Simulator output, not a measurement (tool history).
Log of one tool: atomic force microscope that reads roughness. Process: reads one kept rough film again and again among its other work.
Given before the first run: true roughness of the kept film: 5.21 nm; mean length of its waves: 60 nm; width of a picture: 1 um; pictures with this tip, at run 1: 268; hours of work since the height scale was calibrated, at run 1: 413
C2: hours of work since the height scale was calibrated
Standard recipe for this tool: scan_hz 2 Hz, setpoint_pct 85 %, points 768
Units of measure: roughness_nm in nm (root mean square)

run 1 hour=0 | scan_hz=2 setpoint_pct=85 points=768 | pictures_with_this_tip=268 C2=413 | roughness_nm=4.246
run 2 hour=24.4 | scan_hz=2 setpoint_pct=85 points=768 | pictures_with_this_tip=294 C2=430 | roughness_nm=4.206
run 3 hour=46.1 | scan_hz=2 setpoint_pct=85 points=768 | pictures_with_this_tip=317 C2=445 | roughness_nm=4.186
-- hour=49.2 new tip fitted
run 4 hour=60.6 | scan_hz=2 setpoint_pct=85 points=768 | pictures_with_this_tip=12 C2=455 | roughness_nm=4.656
run 5 hour=73.7 | scan_hz=2 setpoint_pct=85 points=768 | pictures_with_this_tip=26 C2=464 | roughness_nm=4.632
run 6 hour=101.6 | scan_hz=2 setpoint_pct=85 points=768 | pictures_with_this_tip=56 C2=484 | roughness_nm=4.565
run 7 hour=121.7 | scan_hz=2 setpoint_pct=85 points=768 | pictures_with_this_tip=78 C2=498 | roughness_nm=4.531
run 8 hour=136.5 | scan_hz=2 setpoint_pct=60 points=768 | pictures_with_this_tip=93 C2=508 | roughness_nm=4.725
run 9 hour=158.8 | scan_hz=2 setpoint_pct=60 points=768 | pictures_with_this_tip=117 C2=523 | roughness_nm=4.698
run 10 hour=172.9 | scan_hz=2 setpoint_pct=69 points=768 | pictures_with_this_tip=132 C2=533 | roughness_nm=4.616
run 11 hour=185.7 | scan_hz=2.24 setpoint_pct=85 points=768 | pictures_with_this_tip=146 C2=542 | roughness_nm=4.411
run 12 hour=214.3 | scan_hz=2.24 setpoint_pct=85 points=768 | pictures_with_this_tip=177 C2=562 | roughness_nm=4.326
run 13 hour=240 | scan_hz=1.61 setpoint_pct=85 points=768 | pictures_with_this_tip=204 C2=580 | roughness_nm=4.404
run 14 hour=263.6 | scan_hz=2 setpoint_pct=73 points=768 | pictures_with_this_tip=230 C2=596 | roughness_nm=4.435
run 15 hour=282.6 | scan_hz=2 setpoint_pct=73 points=768 | pictures_with_this_tip=250 C2=610 | roughness_nm=4.403
run 16 hour=303.4 | scan_hz=2 setpoint_pct=73 points=768 | pictures_with_this_tip=272 C2=624 | roughness_nm=4.363
run 17 hour=328.9 | scan_hz=2 setpoint_pct=73 points=768 | pictures_with_this_tip=300 C2=642 | roughness_nm=4.352
-- hour=349.6 new tip fitted
run 18 hour=350.7 | scan_hz=2 setpoint_pct=73 points=768 | pictures_with_this_tip=1 C2=657 | roughness_nm=4.791
run 19 hour=367.6 | scan_hz=2 setpoint_pct=68 points=768 | pictures_with_this_tip=20 C2=668 | roughness_nm=4.821
run 20 hour=383.9 | scan_hz=2 setpoint_pct=68 points=768 | pictures_with_this_tip=37 C2=680 | roughness_nm=4.771
run 21 hour=399.5 | scan_hz=2 setpoint_pct=68 points=768 | pictures_with_this_tip=54 C2=691 | roughness_nm=4.694
run 22 hour=428.3 | scan_hz=1.86 setpoint_pct=85 points=768 | pictures_with_this_tip=85 C2=711 | roughness_nm=4.537
run 23 hour=444.2 | scan_hz=1.86 setpoint_pct=85 points=768 | pictures_with_this_tip=102 C2=722 | roughness_nm=4.504
run 24 hour=459.9 | scan_hz=1.57 setpoint_pct=85 points=768 | pictures_with_this_tip=118 C2=733 | roughness_nm=4.535
run 25 hour=482.2 | scan_hz=2 setpoint_pct=55 points=768 | pictures_with_this_tip=142 C2=748 | roughness_nm=4.665
run 26 hour=512.5 | scan_hz=2 setpoint_pct=85 points=407 | pictures_with_this_tip=175 C2=769 | roughness_nm=4.351
run 27 hour=536 | scan_hz=0.6 setpoint_pct=67 points=768 | pictures_with_this_tip=200 C2=786 | roughness_nm=4.57
run 28 hour=559.9 | scan_hz=2 setpoint_pct=76 points=768 | pictures_with_this_tip=226 C2=802 | roughness_nm=4.422
run 29 hour=576.3 | scan_hz=1.12 setpoint_pct=76 points=575 | pictures_with_this_tip=243 C2=814 | roughness_nm=4.49
run 30 hour=603.1 | scan_hz=2 setpoint_pct=60 points=768 | pictures_with_this_tip=272 C2=832 | roughness_nm=4.454
run 31 hour=625.9 | scan_hz=2 setpoint_pct=60 points=768 | pictures_with_this_tip=296 C2=848 | roughness_nm=4.449
-- hour=648.1 new tip fitted
run 32 hour=655.2 | scan_hz=0.74 setpoint_pct=67 points=646 | pictures_with_this_tip=7 C2=868 | roughness_nm=4.898
run 33 hour=674.8 | scan_hz=1.41 setpoint_pct=85 points=819 | pictures_with_this_tip=28 C2=882 | roughness_nm=4.704
run 34 hour=698.2 | scan_hz=0.86 setpoint_pct=61 points=768 | pictures_with_this_tip=53 C2=898 | roughness_nm=4.842
run 35 hour=719.9 | scan_hz=0.86 setpoint_pct=66 points=674 | pictures_with_this_tip=77 C2=913 | roughness_nm=4.788
run 36 hour=739.9 | scan_hz=0.86 setpoint_pct=66 points=674 | pictures_with_this_tip=98 C2=927 | roughness_nm=4.746
run 37 hour=752.6 | scan_hz=0.54 setpoint_pct=74 points=768 | pictures_with_this_tip=112 C2=936 | roughness_nm=4.727
run 38 hour=768.6 | scan_hz=2 setpoint_pct=58 points=511 | pictures_with_this_tip=129 C2=947 | roughness_nm=4.676
run 39 hour=784.7 | scan_hz=2 setpoint_pct=58 points=511 | pictures_with_this_tip=146 C2=958 | roughness_nm=4.673
run 40 hour=802.6 | scan_hz=1.65 setpoint_pct=63 points=768 | pictures_with_this_tip=165 C2=971 | roughness_nm=4.625
run 41 hour=818.4 | scan_hz=0.81 setpoint_pct=63 points=338 | pictures_with_this_tip=182 C2=982 | roughness_nm=4.589
run 42 hour=842.3 | scan_hz=0.81 setpoint_pct=63 points=338 | pictures_with_this_tip=208 C2=998 | roughness_nm=4.572
run 43 hour=863.5 | scan_hz=2 setpoint_pct=73 points=768 | pictures_with_this_tip=230 C2=1013 | roughness_nm=4.464
run 44 hour=882.5 | scan_hz=2 setpoint_pct=73 points=768 | pictures_with_this_tip=251 C2=1026 | roughness_nm=4.404
run 45 hour=903.9 | scan_hz=2 setpoint_pct=73 points=768 | pictures_with_this_tip=274 C2=1041 | roughness_nm=4.372
run 46 hour=919.9 | scan_hz=2.91 setpoint_pct=83 points=965 | pictures_with_this_tip=291 C2=1052 | roughness_nm=4.162
run 47 hour=946.5 | scan_hz=2.91 setpoint_pct=83 points=965 | pictures_with_this_tip=319 C2=1071 | roughness_nm=4.126
-- hour=949.3 new tip fitted
run 48 hour=964.7 | scan_hz=0.81 setpoint_pct=58 points=965 | pictures_with_this_tip=16 C2=1083 | roughness_nm=4.917
run 49 hour=991.3 | scan_hz=1.57 setpoint_pct=85 points=427 | pictures_with_this_tip=45 C2=1102 | roughness_nm=4.626

Predict the results of run 50:
run 50 hour=1011.3 | scan_hz=1.57 setpoint_pct=83 points=353 | pictures_with_this_tip=66 C2=1116 | roughness_nm=?

For run 50 the tool returned roughness_nm 4.599 nm (root mean square).
Without the tool's hidden state the same run would have given roughness_nm 4.77 nm (root mean square).
